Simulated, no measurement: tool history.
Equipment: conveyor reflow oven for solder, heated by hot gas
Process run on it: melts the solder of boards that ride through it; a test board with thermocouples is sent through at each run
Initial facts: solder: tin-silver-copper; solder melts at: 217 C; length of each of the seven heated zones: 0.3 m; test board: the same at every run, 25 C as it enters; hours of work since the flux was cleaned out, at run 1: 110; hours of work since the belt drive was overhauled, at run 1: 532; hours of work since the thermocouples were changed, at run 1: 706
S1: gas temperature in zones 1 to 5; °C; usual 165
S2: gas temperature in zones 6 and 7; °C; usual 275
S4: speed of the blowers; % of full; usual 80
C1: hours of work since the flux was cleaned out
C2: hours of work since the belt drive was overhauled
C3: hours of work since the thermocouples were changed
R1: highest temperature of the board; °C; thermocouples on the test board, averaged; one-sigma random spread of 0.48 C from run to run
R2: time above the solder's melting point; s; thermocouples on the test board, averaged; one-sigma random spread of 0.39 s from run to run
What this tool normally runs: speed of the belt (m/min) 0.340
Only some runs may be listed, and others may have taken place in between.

run 1 hour=0.0 | S1=165 S2=275 speed_of_the_belt_(m/min)=0.340 S4=80 | C1=110 C2=532 C3=706 | R1=256.1 R2=79.8
run 2 hour=62.5 | S1=165 S2=275 speed_of_the_belt_(m/min)=0.340 S4=80 | C1=147 C2=569 C3=743 | R1=255.9 R2=79.4
run 3 hour=111.4 | S1=173 S2=275 speed_of_the_belt_(m/min)=0.340 S4=80 | C1=177 C2=599 C3=772 | R1=256.9 R2=85.3
run 4 hour=164.4 | S1=173 S2=275 speed_of_the_belt_(m/min)=0.340 S4=80 | C1=208 C2=630 C3=804 | R1=256.5 R2=84.1
-- hour=196.8 flux residue cleaned out of gas plates and filters
run 5 hour=222.0 | S1=173 S2=275 speed_of_the_belt_(m/min)=0.340 S4=80 | C1=15 C2=661 C3=835 | R1=257.2 R2=85.3
run 6 hour=257.0 | S1=173 S2=275 speed_of_the_belt_(m/min)=0.343 S4=80 | C1=36 C2=682 C3=856 | R1=257.3 R2=84.1
run 7 hour=315.9 | S1=165 S2=275 speed_of_the_belt_(m/min)=0.340 S4=80 | C1=71 C2=717 C3=891 | R1=255.8 R2=80.2
run 8 hour=366.2 | S1=161 S2=275 speed_of_the_belt_(m/min)=0.340 S4=80 | C1=101 C2=747 C3=921 | R1=255.6 R2=77.9
run 9 hour=397.4 | S1=173 S2=275 speed_of_the_belt_(m/min)=0.340 S4=80 | C1=119 C2=766 C3=940 | R1=256.2 R2=84.4
run 10 hour=431.6 | S1=173 S2=275 speed_of_the_belt_(m/min)=0.340 S4=80 | C1=140 C2=786 C3=960 | R1=255.9 R2=85.1
run 11 hour=487.8 | S1=173 S2=265 speed_of_the_belt_(m/min)=0.340 S4=80 | C1=173 C2=820 C3=993 | R1=247.8 R2=76.2
run 12 hour=538.3 | S1=173 S2=265 speed_of_the_belt_(m/min)=0.340 S4=80 | C1=203 C2=850 C3=1024 | R1=246.8 R2=76.2
run 13 hour=570.5 | S1=173 S2=265 speed_of_the_belt_(m/min)=0.340 S4=80 | C1=222 C2=869 C3=1043 | R1=248.1 R2=75.4
-- hour=581.4 flux residue cleaned out of gas plates and filters
run 14 hour=643.1 | S1=173 S2=265 speed_of_the_belt_(m/min)=0.340 S4=80 | C1=37 C2=909 C3=1083 | R1=247.9 R2=77.1
-- hour=655.6 thermocouples of zones 6 and 7 changed
run 15 hour=695.0 | S1=165 S2=275 speed_of_the_belt_(m/min)=0.340 S4=80 | C1=66 C2=939 C3=23 | R1=259.0 R2=83.1
run 16 hour=765.2 | S1=154 S2=274 speed_of_the_belt_(m/min)=0.406 S4=66 | C1=108 C2=981 C3=65 | R1=246.4 R2=52.1
run 17 hour=799.3 | S1=165 S2=273 speed_of_the_belt_(m/min)=0.349 S4=74 | C1=128 C2=1001 C3=85 | R1=255.6 R2=77.0
run 18 hour=863.5 | S1=165 S2=284 speed_of_the_belt_(m/min)=0.323 S4=52 | C1=167 C2=1039 C3=124 | R1=263.4 R2=90.2
run 19 hour=903.2 | S1=165 S2=275 speed_of_the_belt_(m/min)=0.362 S4=67 | C1=190 C2=1063 C3=147 | R1=253.8 R2=72.9
-- hour=965.4 flux residue cleaned out of gas plates and filters
run 20 hour=966.0 | S1=152 S2=284 speed_of_the_belt_(m/min)=0.280 S4=55 | C1=0 C2=1097 C3=182 | R1=267.4 R2=104.6
run 21 hour=1010.7 | S1=159 S2=268 speed_of_the_belt_(m/min)=0.365 S4=56 | C1=27 C2=1124 C3=208 | R1=243.7 R2=59.4
run 22 hour=1050.3 | S1=165 S2=274 speed_of_the_belt_(m/min)=0.340 S4=55 | C1=50 C2=1147 C3=232 | R1=253.4 R2=77.1
run 23 hour=1090.3 | S1=165 S2=274 speed_of_the_belt_(m/min)=0.340 S4=55 | C1=74 C2=1171 C3=256 | R1=253.4 R2=77.4
run 24 hour=1153.6 | S1=165 S2=267 speed_of_the_belt_(m/min)=0.327 S4=51 | C1=112 C2=1209 C3=293 | R1=247.0 R2=73.4
run 25 hour=1223.5 | S1=165 S2=275 speed_of_the_belt_(m/min)=0.340 S4=79 | C1=154 C2=1250 C3=335 | R1=258.0 R2=83.3
-- hour=1267.5 belt drive overhauled, speed set with a stopwatch
run 26 hour=1289.7 | S1=165 S2=275 speed_of_the_belt_(m/min)=0.340 S4=79 | C1=191 C2=13 C3=372 | R1=257.0 R2=79.0
-- hour=1352.3 flux residue cleaned out of gas plates and filters
run 27 hour=1355.7 | S1=165 S2=275 speed_of_the_belt_(m/min)=0.340 S4=79 | C1=2 C2=50 C3=408 | R1=257.0 R2=80.8
run 28 hour=1394.9 | S1=165 S2=275 speed_of_the_belt_(m/min)=0.340 S4=79 | C1=25 C2=73 C3=432 | R1=258.4 R2=80.9
run 29 hour=1431.6 | S1=165 S2=288 speed_of_the_belt_(m/min)=0.340 S4=59 | C1=47 C2=95 C3=453 | R1=265.2 R2=85.8

Predict each of these 3 candidate next runs independently; none follows another, all start after run 29:
run A hour=1495.4 | S1=179 S2=275 speed_of_the_belt_(m/min)=0.340 S4=62 | C1=85 C2=133 C3=491 | R1=? R2=?
run B hour=1495.4 | S1=173 S2=288 speed_of_the_belt_(m/min)=0.273 S4=59 | C1=85 C2=133 C3=491 | R1=? R2=?
run C hour=1495.4 | S1=165 S2=271 speed_of_the_belt_(m/min)=0.276 S4=78 | C1=85 C2=133 C3=491 | R1=? R2=?

run=A R1=256.0 R2=85.8
run=B R1=273.8 R2=119.6
run=C R1=258.2 R2=103.5
With no hidden state in the tool, these same runs would have given:
run=A R1=257.5 R2=86.7
run=B R1=275.4 R2=120.1
run=C R1=259.8 R2=104.5

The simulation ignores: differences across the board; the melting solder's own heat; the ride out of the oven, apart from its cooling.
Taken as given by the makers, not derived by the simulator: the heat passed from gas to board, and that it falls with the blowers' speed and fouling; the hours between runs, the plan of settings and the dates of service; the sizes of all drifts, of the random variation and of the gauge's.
